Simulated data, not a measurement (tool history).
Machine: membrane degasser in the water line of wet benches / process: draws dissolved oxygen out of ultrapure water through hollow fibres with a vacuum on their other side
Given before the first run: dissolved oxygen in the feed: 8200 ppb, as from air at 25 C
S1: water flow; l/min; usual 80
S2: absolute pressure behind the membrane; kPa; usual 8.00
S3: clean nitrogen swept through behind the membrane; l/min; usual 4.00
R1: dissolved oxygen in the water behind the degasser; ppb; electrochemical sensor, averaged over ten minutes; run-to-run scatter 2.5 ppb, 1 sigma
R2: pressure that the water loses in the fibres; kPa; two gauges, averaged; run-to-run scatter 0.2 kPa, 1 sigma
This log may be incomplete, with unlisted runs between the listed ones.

Run 1, day 0.000: usual settings. Result: R1 258.4 ppb, R2 45.32 kPa.
Run 2, day 4.071: usual settings. Result: R1 261.2 ppb, R2 45.57 kPa.
Run 3, day 7.396: usual settings. Result: R1 255.4 ppb, R2 45.29 kPa.
Run 4, day 10.312: usual settings but S3 1.65 l/min. Result: R1 475.7 ppb, R2 45.41 kPa.
Run 5, day 12.362: usual settings but S3 1.65 l/min. Result: R1 483.4 ppb, R2 45.17 kPa.
Run 6, day 14.146: usual settings but S2 8.05 kPa. Result: R1 254.6 ppb, R2 45.52 kPa.
Run 7, day 15.992: usual settings but S2 4.89 kPa. Result: R1 125.3 ppb, R2 45.31 kPa.
Run 8, day 19.829: usual settings but S2 4.89 kPa. Result: R1 122.6 ppb, R2 45.45 kPa.
Run 9, day 23.829: usual settings but S3 11.48 l/min. Result: R1 126.2 ppb, R2 45.33 kPa.
Run 10, day 27.933: usual settings but S2 5.87 kPa. Result: R1 166.6 ppb, R2 45.09 kPa.
Run 11, day 30.283: usual settings but S1 74 l/min, S2 5.87 kPa. Result: R1 146.7 ppb, R2 42.51 kPa.
Run 12, day 32.296: usual settings but S1 74 l/min, S2 5.87 kPa. Result: R1 144.4 ppb, R2 41.77 kPa.
Run 13, day 34.717: usual settings but S1 82 l/min, S2 5.87 kPa. Result: R1 173.5 ppb, R2 46.96 kPa.
Run 14, day 36.612: usual settings but S1 89 l/min, S2 10.68 kPa. Result: R1 421.6 ppb, R2 50.24 kPa.
Run 15, day 39.025: usual settings but S1 50 l/min. Result: R1 144.3 ppb, R2 28.51 kPa.
Run 16, day 41.917: usual settings but S3 1.97 l/min. Result: R1 424.5 ppb, R2 45.87 kPa.
Run 17, day 46.150: usual settings but S3 1.97 l/min. Result: R1 419.3 ppb, R2 45.59 kPa.
Run 18, day 48.304: usual settings but S3 1.97 l/min. Result: R1 421.8 ppb, R2 45.58 kPa.
Run 19, day 51.396: usual settings but S1 75 l/min, S3 1.65 l/min. Result: R1 444.6 ppb, R2 42.79 kPa.
Run 20, day 54.854: usual settings but S1 75 l/min, S3 1.65 l/min. Result: R1 451.8 ppb, R2 42.61 kPa.
Run 21, day 58.721: usual settings but S2 19.26 kPa, S3 2.47 l/min. Result: R1 1047.0 ppb, R2 45.49 kPa.

Measured minus without-hidden-state, run by run (identical run-to-run variation in each term; gauge scatter may differ):
What the log doesn't record here: membrane still open, %; true pressure behind the membrane over the reading, kPa; air that leaks in behind the membrane, l/min; drift of the gauge itself on oxygen_ppb, %; drift of the gauge itself on loss_of_pressure_kpa, %.
run    R1     R2
  1  +3.0  +0.10
  2  +3.2  +0.13
  3  +3.4  +0.14
  4  +6.1  +0.15
  5  +6.4  +0.17
  6  +3.7  +0.18
  7  +3.9  +0.18
  8  +4.1  +0.20
  9  +2.4  +0.23
 10  +4.5  +0.25
 11  +4.2  +0.24
 12  +4.2  +0.25
 13  +5.2  +0.29
 14  +5.8  +0.32
 15  +2.6  +0.20
 16  +7.9  +0.32
 17  +8.2  +0.35
 18  +8.4  +0.36
 19  +8.9  +0.35
 20  +9.3  +0.36
 21  +7.5  +0.41
